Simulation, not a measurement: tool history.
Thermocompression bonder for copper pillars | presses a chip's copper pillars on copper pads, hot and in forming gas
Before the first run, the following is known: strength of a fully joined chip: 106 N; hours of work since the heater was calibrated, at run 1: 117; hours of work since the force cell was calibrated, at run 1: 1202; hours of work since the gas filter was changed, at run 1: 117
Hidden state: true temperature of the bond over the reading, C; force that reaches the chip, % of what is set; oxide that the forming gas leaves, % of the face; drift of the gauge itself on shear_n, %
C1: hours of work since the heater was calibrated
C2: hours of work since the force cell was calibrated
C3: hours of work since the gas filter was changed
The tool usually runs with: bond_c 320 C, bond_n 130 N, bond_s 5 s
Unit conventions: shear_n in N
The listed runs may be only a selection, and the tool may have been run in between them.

{"run": 1, "day": 0.0, "bond_c": 320, "bond_n": 130, "bond_s": 5, "C1": 117, "C2": 1202, "C3": 117, "shear_n": 71.9}
{"run": 2, "day": 3.021, "bond_c": 320, "bond_n": 130, "bond_s": 5, "C1": 173, "C2": 1258, "C3": 173, "shear_n": 70.9}
{"day": 5.654, "done": "forming gas filter changed"}
{"run": 3, "day": 5.788, "bond_c": 320, "bond_n": 130, "bond_s": 5, "C1": 224, "C2": 1309, "C3": 2, "shear_n": 72.0}
{"day": 6.812, "done": "force cell calibrated"}
{"run": 4, "day": 8.154, "bond_c": 320, "bond_n": 130, "bond_s": 5, "C1": 267, "C2": 25, "C3": 45, "shear_n": 74.1}
{"run": 5, "day": 11.529, "bond_c": 320, "bond_n": 130, "bond_s": 5, "C1": 330, "C2": 88, "C3": 108, "shear_n": 71.9}
{"run": 6, "day": 13.471, "bond_c": 320, "bond_n": 130, "bond_s": 5, "C1": 366, "C2": 124, "C3": 144, "shear_n": 70.2}
{"run": 7, "day": 15.458, "bond_c": 320, "bond_n": 130, "bond_s": 5, "C1": 403, "C2": 161, "C3": 181, "shear_n": 69.4}
{"day": 17.454, "done": "forming gas filter changed"}
{"run": 8, "day": 18.029, "bond_c": 320, "bond_n": 130, "bond_s": 5, "C1": 450, "C2": 208, "C3": 11, "shear_n": 73.0}
{"run": 9, "day": 21.033, "bond_c": 320, "bond_n": 130, "bond_s": 4, "C1": 506, "C2": 264, "C3": 67, "shear_n": 66.8}
{"run": 10, "day": 24.404, "bond_c": 320, "bond_n": 130, "bond_s": 4, "C1": 569, "C2": 327, "C3": 129, "shear_n": 64.3}
{"day": 26.658, "done": "heater calibrated with a thermocouple chip"}
{"run": 11, "day": 26.658, "bond_c": 320, "bond_n": 130, "bond_s": 4, "C1": 0, "C2": 367, "C3": 170, "shear_n": 68.8}
{"day": 29.421, "done": "forming gas filter changed"}
{"run": 12, "day": 29.775, "bond_c": 320, "bond_n": 90, "bond_s": 5, "C1": 58, "C2": 425, "C3": 7, "shear_n": 63.5}
{"run": 13, "day": 32.15, "bond_c": 320, "bond_n": 130, "bond_s": 5, "C1": 102, "C2": 469, "C3": 51, "shear_n": 74.7}
{"run": 14, "day": 35.779, "bond_c": 320, "bond_n": 130, "bond_s": 5, "C1": 169, "C2": 536, "C3": 118, "shear_n": 72.0}
{"run": 15, "day": 38.146, "bond_c": 320, "bond_n": 130, "bond_s": 5, "C1": 213, "C2": 580, "C3": 162, "shear_n": 71.3}
{"day": 41.392, "done": "forming gas filter changed"}
{"run": 16, "day": 41.621, "bond_c": 320, "bond_n": 130, "bond_s": 3, "C1": 277, "C2": 645, "C3": 4, "shear_n": 63.7}
{"run": 17, "day": 44.3, "bond_c": 320, "bond_n": 130, "bond_s": 3, "C1": 327, "C2": 694, "C3": 54, "shear_n": 61.8}
{"run": 18, "day": 47.767, "bond_c": 320, "bond_n": 130, "bond_s": 3, "C1": 392, "C2": 759, "C3": 119, "shear_n": 60.6}
{"run": 19, "day": 50.996, "bond_c": 320, "bond_n": 130, "bond_s": 3, "C1": 452, "C2": 819, "C3": 179, "shear_n": 58.4}
{"day": 53.338, "done": "forming gas filter changed"}
{"run": 20, "day": 54.221, "bond_c": 320, "bond_n": 130, "bond_s": 3, "C1": 511, "C2": 878, "C3": 16, "shear_n": 61.2}
{"run": 21, "day": 56.079, "bond_c": 308, "bond_n": 167, "bond_s": 3, "C1": 546, "C2": 913, "C3": 51, "shear_n": 59.7}
{"run": 22, "day": 57.858, "bond_c": 308, "bond_n": 167, "bond_s": 3, "C1": 579, "C2": 946, "C3": 84, "shear_n": 58.2}
{"day": 59.567, "done": "heater calibrated with a thermocouple chip"}
{"run": 23, "day": 61.529, "bond_c": 318, "bond_n": 188, "bond_s": 5, "C1": 37, "C2": 1013, "C3": 151, "shear_n": 81.9}
{"run": 24, "day": 63.662, "bond_c": 318, "bond_n": 188, "bond_s": 5, "C1": 76, "C2": 1052, "C3": 190, "shear_n": 80.4}
{"day": 65.208, "done": "forming gas filter changed"}
{"run": 25, "day": 66.671, "bond_c": 302, "bond_n": 81, "bond_s": 13, "C1": 132, "C2": 1108, "C3": 27, "shear_n": 63.6}
{"run": 26, "day": 68.838, "bond_c": 320, "bond_n": 137, "bond_s": 5, "C1": 172, "C2": 1148, "C3": 68, "shear_n": 73.8}
{"run": 27, "day": 71.754, "bond_c": 320, "bond_n": 137, "bond_s": 5, "C1": 226, "C2": 1203, "C3": 122, "shear_n": 71.2}
{"run": 28, "day": 73.933, "bond_c": 334, "bond_n": 156, "bond_s": 3, "C1": 267, "C2": 1243, "C3": 162, "shear_n": 75.3}
{"run": 29, "day": 75.554, "bond_c": 294, "bond_n": 110, "bond_s": 3, "C1": 297, "C2": 1273, "C3": 192, "shear_n": 37.3}
{"day": 76.954, "done": "forming gas filter changed"}
{"run": 30, "day": 78.433, "bond_c": 341, "bond_n": 110, "bond_s": 3, "C1": 350, "C2": 1326, "C3": 27, "shear_n": 69.9}
{"day": 78.671, "done": "force cell calibrated"}
{"run": 31, "day": 81.917, "bond_c": 341, "bond_n": 120, "bond_s": 3, "C1": 414, "C2": 60, "C3": 91, "shear_n": 73.4}
{"run": 32, "day": 84.15, "bond_c": 341, "bond_n": 88, "bond_s": 14, "C1": 455, "C2": 102, "C3": 133, "shear_n": 87.5}
{"run": 33, "day": 87.371, "bond_c": 308, "bond_n": 130, "bond_s": 5, "C1": 515, "C2": 162, "C3": 193, "shear_n": 60.3}
{"day": 88.812, "done": "forming gas filter changed"}
{"run": 34, "day": 89.462, "bond_c": 293, "bond_n": 109, "bond_s": 12, "C1": 554, "C2": 200, "C3": 12, "shear_n": 62.4}
{"run": 35, "day": 92.212, "bond_c": 320, "bond_n": 114, "bond_s": 12, "C1": 605, "C2": 251, "C3": 63, "shear_n": 80.7}
{"day": 92.583, "done": "heater calibrated with a thermocouple chip"}
{"run": 36, "day": 94.896, "bond_c": 296, "bond_n": 114, "bond_s": 14, "C1": 43, "C2": 300, "C3": 112, "shear_n": 71.5}
{"run": 37, "day": 97.625, "bond_c": 296, "bond_n": 114, "bond_s": 14, "C1": 94, "C2": 350, "C3": 162, "shear_n": 70.3}
{"run": 38, "day": 100.371, "bond_c": 296, "bond_n": 114, "bond_s": 14, "C1": 145, "C2": 402, "C3": 213, "shear_n": 68.1}
{"day": 100.621, "done": "forming gas filter changed"}
{"run": 39, "day": 102.988, "bond_c": 296, "bond_n": 114, "bond_s": 14, "C1": 193, "C2": 450, "C3": 44, "shear_n": 71.6}

Predict each of these 4 candidate next runs independently; none follows another, all start after run 39:
{"run": "A", "day": 106.304, "bond_c": 298, "bond_n": 87, "bond_s": 5, "C1": 255, "C2": 512, "C3": 106, "shear_n": "?"}
{"run": "B", "day": 106.304, "bond_c": 320, "bond_n": 111, "bond_s": 5, "C1": 255, "C2": 512, "C3": 106, "shear_n": "?"}
{"run": "C", "day": 106.304, "bond_c": 296, "bond_n": 79, "bond_s": 5, "C1": 255, "C2": 512, "C3": 106, "shear_n": "?"}
{"run": "D", "day": 106.304, "bond_c": 304, "bond_n": 125, "bond_s": 3, "C1": 255, "C2": 512, "C3": 106, "shear_n": "?"}

run=A shear_n=44.0
run=B shear_n=66.6
run=C shear_n=39.5
run=D shear_n=50.0
What these runs would have given with no unlogged condition in the tool:
run=A shear_n=48.8
run=B shear_n=72.3
run=C shear_n=44.1
run=D shear_n=55.2

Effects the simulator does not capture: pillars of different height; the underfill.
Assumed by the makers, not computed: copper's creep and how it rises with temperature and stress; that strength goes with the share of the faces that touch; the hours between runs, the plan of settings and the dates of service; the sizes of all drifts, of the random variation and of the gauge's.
